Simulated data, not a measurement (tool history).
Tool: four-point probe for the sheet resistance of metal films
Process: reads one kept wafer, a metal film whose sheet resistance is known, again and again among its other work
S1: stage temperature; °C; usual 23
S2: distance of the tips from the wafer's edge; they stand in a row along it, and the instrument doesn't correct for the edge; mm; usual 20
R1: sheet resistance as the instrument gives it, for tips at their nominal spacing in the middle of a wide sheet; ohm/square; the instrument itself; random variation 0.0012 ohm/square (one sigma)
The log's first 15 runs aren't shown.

| run | hour | S1 | S2 | R1 |
|---|---|---|---|---|
| 16 | 339.1 | 23 | 20 | 6.163503 |
| 17 | 361.0 | 23 | 20 | 6.163097 |
| 18 | 381.8 | 33 | 20 | 6.128789 |
| 19 | 395.8 | 23 | 20 | 6.162079 |
| 20 | 408.8 | 23 | 20 | 6.160093 |
| 21 | 426.8 | 23 | 3 | 6.302363 |
| 22 | 449.3 | 27 | 20 | 6.147745 |
|  | 451.1 | stage's thermometer calibrated |
| 23 | 473.3 | 28 | 9 | 6.153981 |
| 24 | 490.2 | 33 | 66 | 6.125784 |
| 25 | 507.7 | 31 | 67 | 6.127769 |
| 26 | 534.4 | 31 | 67 | 6.130974 |
| 27 | 547.4 | 23 | 25 | 6.156898 |
|  | 553.1 | stage's thermometer calibrated, once more |
| 28 | 575.2 | 23 | 8 | 6.183110 |
| 29 | 592.3 | 22 | 5 | 6.218211 |
| 30 | 609.8 | 28 | 15 | 6.149100 |
| 31 | 631.7 | 18 | 8 | 6.198278 |
| 32 | 649.1 | 28 | 31 | 6.143958 |
| 33 | 668.0 | 18 | 31 | 6.177365 |
| 34 | 699.1 | 25 | 24 | 6.152924 |
| 35 | 726.8 | 32 | 5 | 6.181884 |
| 36 | 748.4 | 30 | 3 | 6.281226 |
| 37 | 776.5 | 20 | 5 | 6.220902 |
| 38 | 803.7 | 20 | 37 | 6.165936 |
| 39 | 817.2 | 20 | 37 | 6.169258 |

Forecast run 40:
| 40 | 830.9 | 35 | 5 | ? |

Run 40 gave R1 6.172330 ohm/square.
Without the tool's hidden state the same run would have given R1 6.214419 ohm/square.

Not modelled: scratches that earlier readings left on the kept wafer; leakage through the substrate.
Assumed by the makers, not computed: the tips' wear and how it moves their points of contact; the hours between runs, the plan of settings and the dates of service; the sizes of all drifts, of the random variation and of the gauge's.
